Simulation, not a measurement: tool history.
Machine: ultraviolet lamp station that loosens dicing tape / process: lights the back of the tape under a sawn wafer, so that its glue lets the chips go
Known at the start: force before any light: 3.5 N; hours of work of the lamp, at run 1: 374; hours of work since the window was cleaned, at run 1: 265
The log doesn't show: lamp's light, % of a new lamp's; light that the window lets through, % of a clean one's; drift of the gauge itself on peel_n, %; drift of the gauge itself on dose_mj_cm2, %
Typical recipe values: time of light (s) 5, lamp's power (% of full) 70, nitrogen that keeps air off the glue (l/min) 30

| run | hour | time of light (s) | lamp's power (% of full) | nitrogen that keeps air off the glue (l/min) | hours of work of the lamp | hours of work since the window was cleaned | force that peels the tape off (N) | light that reached the tape (J/m2) |
|---|---|---|---|---|---|---|---|---|
| 1 | 0 | 5 | 70 | 30 | 374 | 265 | 0.46 | 4270 |
| 2 | 25.7 | 5 | 70 | 30 | 386 | 277 | 0.441 | 4270 |
| 3 | 67 | 5 | 70 | 30 | 406 | 296 | 0.431 | 4300 |
| 4 | 86.7 | 5 | 70 | 27 | 415 | 306 | 0.455 | 4210 |
| 5 | 123.9 | 5 | 70 | 27 | 433 | 323 | 0.458 | 4240 |
| 6 | 164.4 | 5 | 70 | 27 | 452 | 342 | 0.454 | 4270 |
| 7 | 186.5 | 5 | 70 | 27 | 462 | 353 | 0.473 | 4270 |
| 8 | 203.3 | 5 | 70 | 30 | 470 | 361 | 0.446 | 4260 |
| 9 | 234.6 | 5 | 70 | 30 | 485 | 376 | 0.451 | 4320 |
|  | 238.5 | window cleaned of glue's vapour |
| 10 | 268.2 | 5 | 70 | 30 | 501 | 14 | 0.438 | 4210 |
| 11 | 299.2 | 5 | 70 | 30 | 515 | 29 | 0.445 | 4280 |
| 12 | 318.3 | 5 | 70 | 30 | 524 | 38 | 0.444 | 4260 |
| 13 | 337.8 | 5 | 68 | 30 | 533 | 47 | 0.48 | 4130 |
| 14 | 376.6 | 5 | 68 | 30 | 552 | 65 | 0.462 | 4120 |
| 15 | 396 | 5 | 68 | 30 | 561 | 74 | 0.474 | 4150 |
| 16 | 416.7 | 5 | 68 | 30 | 571 | 84 | 0.464 | 4100 |
| 17 | 437.1 | 5 | 70 | 30 | 580 | 94 | 0.451 | 4270 |
| 18 | 465.2 | 5 | 70 | 30 | 594 | 107 | 0.411 | 4290 |
| 19 | 496.3 | 5 | 70 | 30 | 608 | 122 | 0.45 | 4270 |
| 20 | 536.1 | 5 | 70 | 30 | 627 | 141 | 0.45 | 4250 |
| 21 | 555 | 5 | 70 | 16 | 636 | 150 | 0.602 | 4310 |
| 22 | 584 | 5 | 70 | 16 | 650 | 163 | 0.586 | 4250 |
| 23 | 617.3 | 8 | 70 | 30 | 666 | 179 | 0.272 | 6840 |
| 24 | 643.9 | 8 | 70 | 30 | 678 | 192 | 0.269 | 6900 |
| 25 | 685.5 | 5 | 95 | 30 | 698 | 211 | 0.304 | 5760 |
| 26 | 711 | 7 | 70 | 30 | 710 | 223 | 0.297 | 5980 |
| 27 | 731 | 7 | 70 | 30 | 719 | 233 | 0.304 | 6060 |
| 28 | 764.4 | 5 | 70 | 27 | 735 | 248 | 0.482 | 4240 |
| 29 | 804.5 | 5 | 99 | 22 | 754 | 267 | 0.334 | 6060 |
| 30 | 832.9 | 5 | 70 | 18 | 767 | 281 | 0.573 | 4310 |
| 31 | 858.5 | 7 | 70 | 16 | 779 | 293 | 0.396 | 5980 |
| 32 | 897.5 | 5 | 92 | 18 | 798 | 311 | 0.407 | 5610 |
| 33 | 921.2 | 5 | 92 | 18 | 809 | 323 | 0.384 | 5620 |
| 34 | 945.5 | 3 | 72 | 20 | 821 | 334 | 0.968 | 2630 |
| 35 | 973.9 | 5 | 70 | 36 | 834 | 348 | 0.427 | 4240 |
| 36 | 998 | 5 | 70 | 36 | 845 | 359 | 0.42 | 4290 |
| 37 | 1026 | 5 | 70 | 36 | 859 | 372 | 0.394 | 4260 |
|  | 1039 | window cleaned of glue's vapour |
| 38 | 1058.1 | 5 | 77 | 36 | 874 | 9 | 0.377 | 4670 |
| 39 | 1079 | 5 | 77 | 36 | 883 | 19 | 0.378 | 4720 |
| 40 | 1109.5 | 3 | 86 | 14 | 898 | 33 | 0.946 | 3160 |
| 41 | 1133 | 5 | 70 | 28 | 909 | 44 | 0.474 | 4280 |
| 42 | 1160.5 | 6 | 65 | 25 | 922 | 57 | 0.42 | 4760 |
| 43 | 1186.9 | 4 | 99 | 39 | 934 | 70 | 0.347 | 4780 |

Take each entry between the runs: how does the hidden state at the last listed run before it differ from the hidden state at the first listed run after it?
Logged between run 9 and run 10: window cleaned of glue's vapour (hour 238.5)
  light that the window lets through, % of a clean one's: 99.9 -> 100
Logged between run 37 and run 38: window cleaned of glue's vapour (hour 1039)
  light that the window lets through, % of a clean one's: 99.9 -> 100
